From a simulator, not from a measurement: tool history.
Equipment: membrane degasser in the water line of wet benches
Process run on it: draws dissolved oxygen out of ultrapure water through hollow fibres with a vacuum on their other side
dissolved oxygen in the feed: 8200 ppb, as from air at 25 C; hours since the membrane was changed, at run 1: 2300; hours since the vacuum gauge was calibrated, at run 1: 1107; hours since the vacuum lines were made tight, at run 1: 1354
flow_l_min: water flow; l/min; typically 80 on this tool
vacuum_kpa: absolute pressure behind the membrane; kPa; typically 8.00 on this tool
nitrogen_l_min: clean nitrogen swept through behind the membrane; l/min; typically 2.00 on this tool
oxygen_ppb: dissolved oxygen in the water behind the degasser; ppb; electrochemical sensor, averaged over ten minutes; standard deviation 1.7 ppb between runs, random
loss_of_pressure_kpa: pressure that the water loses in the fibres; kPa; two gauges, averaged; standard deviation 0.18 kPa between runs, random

run    hour  flow_l_min  vacuum_kpa  nitrogen_l_min  hours since the membrane was changed  hours since the vacuum gauge was calibrated  hours since the vacuum lines were made tight  oxygen_ppb  loss_of_pressure_kpa
  1     0.0          80        8.00            2.00                                  2300                                         1107                                          1354       378.4                 31.79
  2    50.6          80        8.00            2.00                                  2351                                         1157                                          1405       375.5                 31.97
  3   131.3          57        8.00            2.00                                  2431                                         1238                                          1485       282.8                 22.73
  4   190.7          57        8.00            2.00                                  2491                                         1297                                          1545       282.5                 23.04
  5   250.9          57        8.00            2.00                                  2551                                         1357                                          1605       280.5                 22.68
  6   303.1          80        8.21            2.00                                  2603                                         1410                                          1657       388.8                 32.10
  7   380.3          80        8.21            2.00                                  2680                                         1487                                          1734       390.7                 32.29
  8   460.8          80        8.21            2.00                                  2761                                         1567                                          1815       387.7                 32.30
  9   522.1          80        8.21            2.00                                  2822                                         1629                                          1876       385.9                 31.97
 10   604.6          80        8.21            2.00                                  2905                                         1711                                          1959       390.6                 31.88
 11   653.7          80        8.00            2.00                                  2954                                         1760                                          2008       372.8                 32.32
 12   696.4          57        8.00            2.00                                  2997                                         1803                                          2051       282.4                 23.13
 13   778.3          57        8.00            2.00                                  3078                                         1885                                          2132       280.0                 23.14
 14   842.3          57        8.00            2.00                                  3142                                         1949                                          2197       281.1                 22.83
 15   902.1          57        8.00            2.00                                  3202                                         2009                                          2256       279.9                 22.72
 16   941.8          57        8.00            2.00                                  3242                                         2048                                          2296       280.2                 22.98
 17  1010.9          80        8.00            2.00                                  3311                                         2117                                          2365       369.4                 32.12
 18  1087.8          80        8.00            2.65                                  3388                                         2194                                          2442       298.8                 32.19
 19  1125.8         102       18.22            2.00                                  3426                                         2232                                          2480      1273.6                 40.71
 20  1167.8          91        8.00            1.44                                  3468                                         2274                                          2522       522.4                 36.85
 21  1223.2          53        8.00            1.19                                  3523                                         2330                                          2577       398.8                 21.54
 22  1281.7         124        8.94            1.48                                  3582                                         2388                                          2636       774.3                 49.75
 23  1340.5         124        8.94            1.48                                  3641                                         2447                                          2695       775.9                 49.77
 24  1421.5         124        8.94            1.48                                  3722                                         2528                                          2776       774.4                 49.78
 25  1488.9         124        8.94            1.48                                  3789                                         2596                                          2843       769.5                 49.67
 26  1536.5          77        8.00            1.13                                  3837                                         2643                                          2891       537.0                 30.87
 27  1622.2          53        8.00            1.28                                  3922                                         2729                                          2976       372.9                 20.95
 28  1696.3          53        8.00            1.28                                  3996                                         2803                                          3050       372.9                 21.29
 29  1745.0          59       10.35            1.10                                  4045                                         2852                                          3099       661.0                 23.95
 30  1832.2          80       14.16            2.00                                  4132                                         2939                                          3186       802.5                 32.07
 31  1873.0          80       14.16            2.00                                  4173                                         2980                                          3227       796.2                 32.30
 32  1915.6          79       14.16            2.00                                  4216                                         3022                                          3270       789.5                 31.71
 33  1991.7          79       12.84            3.42                                  4292                                         3098                                          3346       459.3                 31.50

Predict each of these 3 candidate next runs independently; none follows another, all start after run 33:
  A  2076.3          79       12.84            1.04                                  4376                                         3183                                          3430           ?                     ?
  B  2076.3          79       12.98            1.53                                  4376                                         3183                                          3430           ?                     ?
  C  2076.3          69       12.84            3.42                                  4376                                         3183                                          3430           ?                     ?

run  oxygen_ppb  loss_of_pressure_kpa
  A      1103.8                 31.55
  B       865.6                 32.05
  C       407.5                 27.70
Had the tool no hidden state, the same runs would have come out as:
run  oxygen_ppb  loss_of_pressure_kpa
  A      1128.3                 31.53
  B       884.8                 32.03
  C       416.6                 27.69
